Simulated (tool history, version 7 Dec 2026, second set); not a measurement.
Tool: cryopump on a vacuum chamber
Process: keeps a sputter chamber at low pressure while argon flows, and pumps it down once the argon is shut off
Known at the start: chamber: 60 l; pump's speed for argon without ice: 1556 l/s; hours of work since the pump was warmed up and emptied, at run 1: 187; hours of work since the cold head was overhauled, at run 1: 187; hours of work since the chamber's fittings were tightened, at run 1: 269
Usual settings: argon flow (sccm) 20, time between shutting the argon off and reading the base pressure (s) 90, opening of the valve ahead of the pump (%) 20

run   hour  argon flow (sccm)  time between shutting the argon off and reading the base pressure (s)  opening of the valve ahead of the pump (%)  hours of work since the pump was warmed up and emptied  hours of work since the cold head was overhauled  hours of work since the chamber's fittings were tightened  pressure while argon flows (Pa)  pressure after the wait (uPa)
  1      0                 20                                                                     90                                          20                                                     187                                               187                                                        269                           0.1096                           0.99
  2   40.6                 20                                                                     90                                          20                                                     215                                               215                                                        297                           0.1092                           1.06
  3   63.7                 20                                                                     90                                          20                                                     231                                               231                                                        313                           0.1099                           1.04
  4   97.6                 20                                                                     90                                          20                                                     254                                               254                                                        336                           0.1106                            1.1
  5  137.4                 20                                                                     90                                          20                                                     282                                               282                                                        363                           0.1099                           1.08
  6  183.3                 15                                                                     90                                          19                                                     314                                               314                                                        395                           0.0863                           1.09
  7  227.7                 20                                                                     90                                          34                                                     344                                               344                                                        426                           0.0648                            1.2
  8  273.1                 11                                                                    129                                          36                                                     376                                               376                                                        457                            0.034                           1.05
  9    316                 11                                                                    129                                          36                                                     405                                               405                                                        487                           0.0346                            1.1
 10  354.5                 20                                                                    284                                          20                                                     432                                               432                                                        513                           0.1108                           0.91

5 ways to go on from here, each from the tool as it stands after run 10. What would each give?
  A  376.9                 20                                                                     82                                          20                                                     447                                               447                                                        529                                ?                              ?
  B  376.9                 25                                                                    284                                          15                                                     447                                               447                                                        529                                ?                              ?
  C  376.9                 11                                                                     93                                          41                                                     447                                               447                                                        529                                ?                              ?
  D  376.9                 20                                                                    133                                          20                                                     447                                               447                                                        529                                ?                              ?
  E  376.9                 30                                                                     27                                          20                                                     447                                               447                                                        529                                ?                              ?

run  pressure while argon flows (Pa)  pressure after the wait (uPa)
  A                           0.1107                           1.34
  B                           0.1834                           0.98
  C                           0.0298                           1.26
  D                           0.1101                           1.07
  E                           0.1655                            2.4
Without the tool's hidden state the same runs would have given:
run  pressure while argon flows (Pa)  pressure after the wait (uPa)
  A                           0.1087                           0.72
  B                           0.1809                           0.36
  C                           0.0287                           0.63
  D                           0.1081                           0.46
  E                           0.1625                           1.79
